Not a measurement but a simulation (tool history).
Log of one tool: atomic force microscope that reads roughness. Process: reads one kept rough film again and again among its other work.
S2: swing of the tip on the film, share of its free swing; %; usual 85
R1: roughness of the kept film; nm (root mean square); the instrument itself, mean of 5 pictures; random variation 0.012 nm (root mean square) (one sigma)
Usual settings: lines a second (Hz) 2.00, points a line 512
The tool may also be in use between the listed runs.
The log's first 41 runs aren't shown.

{"hour": 1064.3, "done": "new tip fitted"}
{"run": 42, "hour": 1071.8, "lines a second (Hz)": 2.0, "S2": 74, "points a line": 720, "R1": 2.626}
{"run": 43, "hour": 1099.7, "lines a second (Hz)": 1.38, "S2": 74, "points a line": 720, "R1": 2.109}
{"run": 44, "hour": 1125.2, "lines a second (Hz)": 1.38, "S2": 74, "points a line": 720, "R1": 1.714}
{"hour": 1127.7, "done": "new tip fitted"}
{"run": 45, "hour": 1142.0, "lines a second (Hz)": 1.38, "S2": 74, "points a line": 720, "R1": 2.494}
{"run": 46, "hour": 1165.6, "lines a second (Hz)": 2.92, "S2": 56, "points a line": 288, "R1": 2.031}
{"run": 47, "hour": 1183.4, "lines a second (Hz)": 2.92, "S2": 56, "points a line": 288, "R1": 1.775}
{"hour": 1191.9, "done": "new tip fitted"}
{"run": 48, "hour": 1216.1, "lines a second (Hz)": 2.92, "S2": 56, "points a line": 288, "R1": 2.23}
{"run": 49, "hour": 1230.8, "lines a second (Hz)": 1.34, "S2": 56, "points a line": 288, "R1": 2.013}
{"run": 50, "hour": 1245.5, "lines a second (Hz)": 1.34, "S2": 62, "points a line": 288, "R1": 1.804}
{"hour": 1257.0, "done": "new tip fitted"}
{"run": 51, "hour": 1276.6, "lines a second (Hz)": 1.01, "S2": 65, "points a line": 625, "R1": 2.416}
{"run": 52, "hour": 1297.3, "lines a second (Hz)": 2.44, "S2": 79, "points a line": 512, "R1": 1.901}
{"hour": 1322.6, "done": "new tip fitted"}
{"run": 53, "hour": 1331.1, "lines a second (Hz)": 2.0, "S2": 85, "points a line": 493, "R1": 2.519}

3 ways to go on from here, each from the tool as it stands after run 53. What would each give?
{"run": "A", "hour": 1361.1, "lines a second (Hz)": 1.01, "S2": 85, "points a line": 524, "R1": "?"}
{"run": "B", "hour": 1361.1, "lines a second (Hz)": 1.87, "S2": 69, "points a line": 606, "R1": "?"}
{"run": "C", "hour": 1361.1, "lines a second (Hz)": 2.0, "S2": 85, "points a line": 291, "R1": "?"}

run=A R1=1.991
run=B R1=2.013
run=C R1=1.861
Without the tool's hidden state the same runs would have given:
run=A R1=2.860
run=B R1=2.893
run=C R1=2.677
